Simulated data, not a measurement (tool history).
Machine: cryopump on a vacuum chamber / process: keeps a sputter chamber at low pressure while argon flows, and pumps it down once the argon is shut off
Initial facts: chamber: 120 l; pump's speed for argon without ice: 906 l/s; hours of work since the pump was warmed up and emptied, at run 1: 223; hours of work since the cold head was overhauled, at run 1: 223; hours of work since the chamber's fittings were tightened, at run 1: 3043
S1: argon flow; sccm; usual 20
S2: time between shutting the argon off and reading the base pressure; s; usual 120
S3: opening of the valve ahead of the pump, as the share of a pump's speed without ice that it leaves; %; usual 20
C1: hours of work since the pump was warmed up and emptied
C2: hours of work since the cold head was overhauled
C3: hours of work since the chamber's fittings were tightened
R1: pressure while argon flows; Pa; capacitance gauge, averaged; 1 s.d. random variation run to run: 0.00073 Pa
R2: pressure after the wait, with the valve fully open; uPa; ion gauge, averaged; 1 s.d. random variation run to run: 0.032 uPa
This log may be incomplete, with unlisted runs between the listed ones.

Run 1, day 0.000: usual settings; C1 223; C2 223; C3 3043. Result: R1 0.1870 Pa, R2 5.35 uPa.
Run 2, day 2.675: usual settings but S1 10 sccm; C1 274; C2 274; C3 3093. Result: R1 0.0940 Pa, R2 5.23 uPa.
Run 3, day 5.838: usual settings but S2 36 s; C1 334; C2 334; C3 3153. Result: R1 0.1891 Pa, R2 8.61 uPa.
Run 4, day 7.842: usual settings but S3 33 %; C1 372; C2 372; C3 3191. Result: R1 0.1155 Pa, R2 5.47 uPa.
Run 5, day 10.754: usual settings; C1 427; C2 427; C3 3247. Result: R1 0.1900 Pa, R2 5.79 uPa.
Run 6, day 12.250: usual settings; C1 455; C2 455; C3 3275. Result: R1 0.1895 Pa, R2 5.83 uPa.
Run 7, day 15.712: usual settings; C1 521; C2 521; C3 3341. Result: R1 0.1904 Pa, R2 5.85 uPa.
Run 8, day 18.429: usual settings but S2 23 s; C1 573; C2 573; C3 3392. Result: R1 0.1894 Pa, R2 11.24 uPa.
Run 9, day 22.054: usual settings but S2 23 s; C1 641; C2 641; C3 3461. Result: R1 0.1901 Pa, R2 11.51 uPa.
Run 10, day 25.012: usual settings but S2 23 s, S3 35 %; C1 697; C2 697; C3 3517. Result: R1 0.1110 Pa, R2 11.49 uPa.
At day 27.600: leaking fittings of the chamber tightened, without venting.
Run 11, day 27.600: usual settings but S3 52 %; C1 745; C2 745; C3 0. Result: R1 0.0760 Pa, R2 1.70 uPa.
Run 12, day 31.275: usual settings but S2 210 s; C1 815; C2 815; C3 70. Result: R1 0.1928 Pa, R2 1.22 uPa.
Run 13, day 34.212: usual settings but S3 48 %; C1 870; C2 870; C3 125. Result: R1 0.0830 Pa, R2 1.87 uPa.
Run 14, day 36.129: usual settings; C1 907; C2 907; C3 162. Result: R1 0.1923 Pa, R2 1.89 uPa.
Run 15, day 39.117: usual settings; C1 963; C2 963; C3 218. Result: R1 0.1921 Pa, R2 1.97 uPa.
At day 41.200: pump warmed up, emptied and cooled again.
Run 16, day 41.200: usual settings; C1 0; C2 999; C3 254. Result: R1 0.1872 Pa, R2 2.01 uPa.
Run 17, day 44.600: usual settings but S2 110 s; C1 65; C2 1063; C3 318. Result: R1 0.1865 Pa, R2 2.12 uPa.
Run 18, day 47.279: usual settings but S2 28 s, S3 27 %; C1 115; C2 1114; C3 369. Result: R1 0.1385 Pa, R2 6.38 uPa.
Run 19, day 49.200: usual settings but S2 35 s, S3 44 %; C1 152; C2 1151; C3 406. Result: R1 0.0864 Pa, R2 5.42 uPa.

Predict the results of run 20:
Run 20, day 51.646: usual settings but S1 29 sccm, S2 104 s, S3 54 %; C1 198; C2 1197; C3 452. Result: R1 ?, R2 ?.

Run 20 gave R1 0.1028 Pa, R2 2.43 uPa.
Without the tool's hidden state the same run would have given R1 0.1009 Pa, R2 1.85 uPa.
